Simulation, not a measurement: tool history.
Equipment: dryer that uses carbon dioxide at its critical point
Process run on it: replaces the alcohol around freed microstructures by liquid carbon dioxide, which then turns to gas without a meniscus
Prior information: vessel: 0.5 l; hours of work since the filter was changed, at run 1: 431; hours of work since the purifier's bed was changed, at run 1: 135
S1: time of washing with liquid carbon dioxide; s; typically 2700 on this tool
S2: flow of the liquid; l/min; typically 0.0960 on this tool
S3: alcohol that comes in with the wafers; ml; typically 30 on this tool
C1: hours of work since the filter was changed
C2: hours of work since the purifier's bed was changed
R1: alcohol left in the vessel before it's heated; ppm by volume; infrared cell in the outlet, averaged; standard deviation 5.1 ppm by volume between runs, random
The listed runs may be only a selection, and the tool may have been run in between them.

run     day    S1      S2   S3   C1   C2    R1
  1   0.000  2700  0.0960   30  431  135   161
  2   0.325  2700  0.0960  119  437  141   607
      0.517  -- inlet filter changed
  3   0.600  2880  0.0960   30    2  145    76
  4   1.050  2880  0.0960   30   10  154    66
  5   1.571  2880  0.0960   30   19  163    68
  6   1.912  2700  0.0960   30   26  170    95
  7   2.238  2700  0.0909   30   32  176   126
  8   2.679  2700  0.0909   30   40  184   124
  9   3.179  2700  0.0960   30   49  193   103
 10   3.533  2700  0.0960   30   56  200    96
 11   3.921  2700  0.0960   30   63  207   100
 12   4.396  2700  0.0960   30   72  215    98
 13   4.892  2340  0.0960   30   81  225   214
 14   5.183  2340  0.0960   30   86  230   213
 15   5.571  1680  0.0960   30   93  237   970
 16   6.100  1680  0.0960   30  103  247  1002
 17   6.388  2700  0.0998   30  108  252    92
 18   6.667  2700  0.0998   30  114  257    98
 19   7.117  2700  0.0998   56  122  266   156
 20   7.496  2700  0.0998   56  129  273   151
 21   7.921  2700  0.0960   30  137  281   115
 22   8.392  2700  0.0960   30  145  289   118
 23   8.688  4260  0.0960   20  151  295    44
 24   9.042  4260  0.0960   20  157  301    37
 25   9.475  4260  0.0960   20  165  309    42
 26   9.958  4260  0.0960   20  174  318    45
 27  10.296  4260  0.0960   20  181  324    33
 28  10.696  2700  0.0960   41  188  332   161
 29  11.246  2700  0.0960   41  198  342   167
 30  11.662  2700  0.0960   41  206  350   177
 31  12.208  1680  0.0960   47  216  360  1769
 32  12.488  3300  0.0960   30  221  365    67
 33  13.012  2700  0.0860   59  231  375   421
 34  13.450  4020  0.0612   66  239  383   322
 35  13.742  4020  0.0612   66  244  388   330
 36  14.188  2520  0.0960   49  252  396   316
 37  14.504  2100  0.0996   49  258  402   612
 38  15.021  3660  0.0960   31  268  412    54
 39  15.475  2940  0.0781   83  276  420   661
 40  15.708  2940  0.0960  100  281  424   252
 41  16.054  3480  0.0620   79  287  431   845
 42  16.404  3480  0.0988   79  293  437    91
 43  16.912  1920  0.0844   69  303  447  2790

How the hidden state differs across the entries between the runs, from the last listed run before each to the first after it:
Runs 2 to 3: inlet filter changed (day 0.517)
  flow that reaches the vessel past the clogged filter, %: 87.6 -> 99.5; alcohol in the recycled carbon dioxide, ppm: 21.6 -> 21.9
  the result without the hidden state subtracted from the measured one, R1: +357 -> +18 ppm by volume
